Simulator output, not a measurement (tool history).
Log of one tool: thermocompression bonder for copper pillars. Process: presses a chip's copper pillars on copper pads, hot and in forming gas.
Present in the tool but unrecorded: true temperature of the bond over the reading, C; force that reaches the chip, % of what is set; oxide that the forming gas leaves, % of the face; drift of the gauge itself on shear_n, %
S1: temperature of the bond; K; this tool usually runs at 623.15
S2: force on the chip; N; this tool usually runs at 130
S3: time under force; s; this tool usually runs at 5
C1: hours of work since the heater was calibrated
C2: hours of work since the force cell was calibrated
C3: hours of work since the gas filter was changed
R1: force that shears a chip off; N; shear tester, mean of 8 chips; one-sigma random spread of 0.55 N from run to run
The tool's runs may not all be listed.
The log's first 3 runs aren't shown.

Run 4, hour 86: usual settings but S2 132 N; C1 310; C2 1164; C3 105. Result: R1 52.6 N.
Run 5, hour 107.1: usual settings; C1 324; C2 1178; C3 119. Result: R1 52.7 N.
Run 6, hour 135.4: usual settings; C1 343; C2 1197; C3 138. Result: R1 51.8 N.
Run 7, hour 158.4: usual settings; C1 358; C2 1212; C3 153. Result: R1 52.6 N.
Run 8, hour 188: usual settings; C1 378; C2 1232; C3 173. Result: R1 52.2 N.
Run 9, hour 236.1: usual settings but S2 80 N; C1 410; C2 1264; C3 205. Result: R1 43.5 N.
Run 10, hour 268.1: usual settings but S1 615.15 K; C1 431; C2 1285; C3 226. Result: R1 49.9 N.
Run 11, hour 316.3: usual settings but S1 615.15 K; C1 463; C2 1317; C3 259. Result: R1 48.9 N.
Run 12, hour 351.2: usual settings but S3 6 s; C1 487; C2 1341; C3 282. Result: R1 55.2 N.
Run 13, hour 378.2: usual settings but S3 7 s; C1 505; C2 1359; C3 300. Result: R1 56.9 N.
Run 14, hour 429.8: usual settings but S3 7 s; C1 539; C2 1393; C3 334. Result: R1 58.6 N.
Run 15, hour 452.3: usual settings; C1 554; C2 1408; C3 349. Result: R1 52.7 N.
Run 16, hour 500.1: usual settings; C1 586; C2 1440; C3 381. Result: R1 54.4 N.
At hour 514.3: forming gas filter changed.
Run 17, hour 524.5: usual settings but S2 101 N; C1 601; C2 1456; C3 7. Result: R1 48.9 N.
Run 18, hour 559.7: usual settings but S2 101 N; C1 625; C2 1479; C3 30. Result: R1 50.1 N.
Run 19, hour 586.1: usual settings but S1 636.15 K; C1 642; C2 1497; C3 48. Result: R1 61.2 N.
Run 20, hour 629.4: usual settings but S1 636.15 K; C1 671; C2 1525; C3 77. Result: R1 61 N.
Run 21, hour 655.8: usual settings but S1 651.15 K, S2 96 N, S3 3 s; C1 689; C2 1543; C3 94. Result: R1 52.6 N.
Run 22, hour 705.8: usual settings but S1 651.15 K, S2 96 N, S3 3 s; C1 722; C2 1576; C3 127. Result: R1 52.6 N.
Run 23, hour 733.8: usual settings but S1 634.15 K, S2 159 N; C1 741; C2 1595; C3 146. Result: R1 63.3 N.
Run 24, hour 758.9: usual settings but S2 133 N; C1 757; C2 1611; C3 163. Result: R1 54.2 N.
Run 25, hour 799.5: usual settings but S3 11 s; C1 784; C2 1639; C3 190. Result: R1 65.3 N.
Run 26, hour 825.2: usual settings but S1 629.15 K, S2 79 N, S3 4 s; C1 802; C2 1656; C3 207. Result: R1 44.3 N.

Predict the results of run 27:
Run 27, hour 858: usual settings but S1 630.15 K, S2 80 N, S3 4 s; C1 823; C2 1677; C3 229. Result: R1 ?.

R1: 44.5 N
Take away the tool's hidden state, keep the run-to-run variation as it was, and the same run would have given R1 41.9 N.

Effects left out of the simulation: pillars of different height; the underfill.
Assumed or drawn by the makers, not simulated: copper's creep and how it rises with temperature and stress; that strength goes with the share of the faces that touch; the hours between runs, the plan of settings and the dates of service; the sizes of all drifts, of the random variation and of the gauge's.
